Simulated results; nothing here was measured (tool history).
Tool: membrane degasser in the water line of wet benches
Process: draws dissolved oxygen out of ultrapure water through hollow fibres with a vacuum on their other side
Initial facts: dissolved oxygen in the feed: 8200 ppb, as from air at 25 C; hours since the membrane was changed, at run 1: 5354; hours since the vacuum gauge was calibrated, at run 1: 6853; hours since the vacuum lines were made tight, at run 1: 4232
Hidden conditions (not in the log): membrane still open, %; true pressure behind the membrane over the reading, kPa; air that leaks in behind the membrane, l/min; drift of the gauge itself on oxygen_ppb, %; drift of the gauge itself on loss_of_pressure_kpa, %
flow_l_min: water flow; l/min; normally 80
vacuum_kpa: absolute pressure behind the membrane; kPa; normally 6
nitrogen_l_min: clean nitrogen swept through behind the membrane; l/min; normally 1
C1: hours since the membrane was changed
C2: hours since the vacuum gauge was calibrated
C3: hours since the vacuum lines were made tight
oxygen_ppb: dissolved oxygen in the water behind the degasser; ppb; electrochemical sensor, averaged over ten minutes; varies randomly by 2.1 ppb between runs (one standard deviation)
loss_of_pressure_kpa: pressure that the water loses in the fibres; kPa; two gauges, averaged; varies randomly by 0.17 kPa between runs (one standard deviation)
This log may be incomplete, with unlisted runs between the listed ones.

run 1 hour=0 | flow_l_min=80 vacuum_kpa=6 nitrogen_l_min=1 | C1=5354 C2=6853 C3=4232 | oxygen_ppb=386.9 loss_of_pressure_kpa=27.47
run 2 hour=88.5 | flow_l_min=80 vacuum_kpa=6 nitrogen_l_min=1 | C1=5443 C2=6942 C3=4320 | oxygen_ppb=389.7 loss_of_pressure_kpa=27.41
run 3 hour=265 | flow_l_min=80 vacuum_kpa=6 nitrogen_l_min=1 | C1=5619 C2=7118 C3=4497 | oxygen_ppb=382.8 loss_of_pressure_kpa=27.64
run 4 hour=419.4 | flow_l_min=74 vacuum_kpa=6 nitrogen_l_min=1 | C1=5774 C2=7273 C3=4651 | oxygen_ppb=360.9 loss_of_pressure_kpa=25.73
run 5 hour=500.2 | flow_l_min=74 vacuum_kpa=4.84 nitrogen_l_min=1 | C1=5854 C2=7353 C3=4732 | oxygen_ppb=221.8 loss_of_pressure_kpa=25.5
run 6 hour=588.2 | flow_l_min=74 vacuum_kpa=3.95 nitrogen_l_min=1 | C1=5942 C2=7441 C3=4820 | oxygen_ppb=114.8 loss_of_pressure_kpa=25.56
run 7 hour=761.1 | flow_l_min=74 vacuum_kpa=3.95 nitrogen_l_min=1 | C1=6115 C2=7614 C3=4993 | oxygen_ppb=114.9 loss_of_pressure_kpa=25.46
run 8 hour=870.3 | flow_l_min=74 vacuum_kpa=3.95 nitrogen_l_min=1 | C1=6225 C2=7724 C3=5102 | oxygen_ppb=114.1 loss_of_pressure_kpa=25.4
run 9 hour=1045.5 | flow_l_min=74 vacuum_kpa=3.95 nitrogen_l_min=1 | C1=6400 C2=7899 C3=5277 | oxygen_ppb=113.4 loss_of_pressure_kpa=25.48
run 10 hour=1168 | flow_l_min=74 vacuum_kpa=3.95 nitrogen_l_min=1 | C1=6522 C2=8021 C3=5400 | oxygen_ppb=114.9 loss_of_pressure_kpa=25.71
run 11 hour=1320.2 | flow_l_min=80 vacuum_kpa=6 nitrogen_l_min=1 | C1=6674 C2=8173 C3=5552 | oxygen_ppb=381 loss_of_pressure_kpa=27.35
run 12 hour=1472.1 | flow_l_min=80 vacuum_kpa=6 nitrogen_l_min=1 | C1=6826 C2=8325 C3=5704 | oxygen_ppb=377.6 loss_of_pressure_kpa=27.29
run 13 hour=1610.3 | flow_l_min=80 vacuum_kpa=6 nitrogen_l_min=1 | C1=6964 C2=8464 C3=5842 | oxygen_ppb=380.4 loss_of_pressure_kpa=27.67
-- hour=1640.5 vacuum gauge calibrated
run 14 hour=1736 | flow_l_min=91 vacuum_kpa=6 nitrogen_l_min=2.26 | C1=7090 C2=95 C3=5967 | oxygen_ppb=247.9 loss_of_pressure_kpa=31.36
run 15 hour=1832 | flow_l_min=61 vacuum_kpa=6 nitrogen_l_min=2.87 | C1=7186 C2=192 C3=6063 | oxygen_ppb=140.3 loss_of_pressure_kpa=21.02
run 16 hour=1965 | flow_l_min=61 vacuum_kpa=6 nitrogen_l_min=2.87 | C1=7319 C2=325 C3=6196 | oxygen_ppb=139.7 loss_of_pressure_kpa=20.63
run 17 hour=2136.2 | flow_l_min=61 vacuum_kpa=6 nitrogen_l_min=2.87 | C1=7490 C2=496 C3=6368 | oxygen_ppb=140.1 loss_of_pressure_kpa=20.78
run 18 hour=2276.5 | flow_l_min=61 vacuum_kpa=6 nitrogen_l_min=2.87 | C1=7630 C2=636 C3=6508 | oxygen_ppb=139.3 loss_of_pressure_kpa=21.21
run 19 hour=2406.1 | flow_l_min=61 vacuum_kpa=6 nitrogen_l_min=2.87 | C1=7760 C2=766 C3=6638 | oxygen_ppb=138.9 loss_of_pressure_kpa=20.85
run 20 hour=2533.8 | flow_l_min=111 vacuum_kpa=9.4 nitrogen_l_min=0.88 | C1=7888 C2=893 C3=6765 | oxygen_ppb=1033.5 loss_of_pressure_kpa=38.08
run 21 hour=2667.3 | flow_l_min=86 vacuum_kpa=5.48 nitrogen_l_min=0.69 | C1=8021 C2=1027 C3=6899 | oxygen_ppb=405.7 loss_of_pressure_kpa=29.79
run 22 hour=2825.4 | flow_l_min=80 vacuum_kpa=6.25 nitrogen_l_min=1 | C1=8179 C2=1185 C3=7057 | oxygen_ppb=404.4 loss_of_pressure_kpa=27.58
-- hour=2940.3 gauge calibrated
run 23 hour=2952.2 | flow_l_min=112 vacuum_kpa=13.05 nitrogen_l_min=0.54 | C1=8306 C2=1312 C3=7184 | oxygen_ppb=2006.8 loss_of_pressure_kpa=38.71
run 24 hour=3125.2 | flow_l_min=112 vacuum_kpa=13.05 nitrogen_l_min=0.54 | C1=8479 C2=1485 C3=7357 | oxygen_ppb=1978.1 loss_of_pressure_kpa=38.26
run 25 hour=3219 | flow_l_min=117 vacuum_kpa=6 nitrogen_l_min=1.02 | C1=8573 C2=1578 C3=7450 | oxygen_ppb=508 loss_of_pressure_kpa=40.33

Take each entry between the runs: how does the hidden state at the last listed run before it differ from the hidden state at the first listed run after it?
Logged between run 13 and run 14: vacuum gauge calibrated (hour 1640.5)
  drift of the gauge itself on oxygen_ppb, %: -1.57 -> -1.69
  what was measured, less what the result would be without the hidden state, oxygen_ppb: -5.9 -> -4.2 ppb
Logged between run 22 and run 23: gauge calibrated (hour 2940.3)
  drift of the gauge itself on oxygen_ppb, %: -2.75 -> -0.01
  what was measured, less what the result would be without the hidden state, oxygen_ppb: -11.3 -> -0.2 ppb
